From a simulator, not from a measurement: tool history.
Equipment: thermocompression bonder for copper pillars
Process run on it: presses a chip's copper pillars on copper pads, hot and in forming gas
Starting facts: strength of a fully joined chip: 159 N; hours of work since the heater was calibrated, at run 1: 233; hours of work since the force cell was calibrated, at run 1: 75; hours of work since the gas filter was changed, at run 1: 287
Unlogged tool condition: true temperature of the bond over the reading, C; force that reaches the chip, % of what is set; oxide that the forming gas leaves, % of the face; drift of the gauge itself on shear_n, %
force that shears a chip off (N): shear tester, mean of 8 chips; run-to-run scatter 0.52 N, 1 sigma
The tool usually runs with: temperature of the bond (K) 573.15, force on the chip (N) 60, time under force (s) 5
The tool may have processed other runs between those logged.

run,day,temperature of the bond (K),force on the chip (N),time under force (s),hours of work since the heater was calibrated,hours of work since the force cell was calibrated,hours of work since the gas filter was changed,force that shears a chip off (N)
1,0,573.15,60,5,233,75,287,61.6
2,0.288,573.15,60,5,236,78,290,62.1
3,0.704,573.15,60,5,241,83,295,61
4,1.15,573.15,60,5,246,87,300,61.6
5,1.471,573.15,60,5,249,91,303,61.3
6,1.883,577.15,60,5,254,95,308,64.4
7,2.246,555.15,60,5,258,99,311,50.9
8,2.683,555.15,60,5,262,104,316,51
9,2.938,573.15,60,3,265,107,319,50.3
10,3.329,573.15,60,3,269,111,323,50.5
11,3.8,573.15,60,3,275,116,328,50.4
12,4.258,584.15,85,13,280,121,333,114.2
13,4.504,573.15,57,15,282,124,336,86.7
14,4.854,573.15,50,6,286,128,340,57.1
15,5.212,600.15,65,7,290,132,344,92.6
16,5.504,573.15,71,5,293,135,347,69.5

Predict each of these 5 candidate next runs independently; none follows another, all start after run 16:
A,5.892,580.15,41,15,297,139,351,?
B,5.892,576.15,79,4,297,139,351,?
C,5.892,599.15,45,6,297,139,351,?
D,5.892,545.15,43,5,297,139,351,?
E,5.892,549.15,71,9,297,139,351,?

run,force that shears a chip off (N)
A,73.5
B,71.9
C,67.8
D,33.2
E,67.8
Take away the tool's hidden state, keep each run's random variation, and the runs would have read:
run,force that shears a chip off (N)
A,75.6
B,73.9
C,69.6
D,33.9
E,69.5
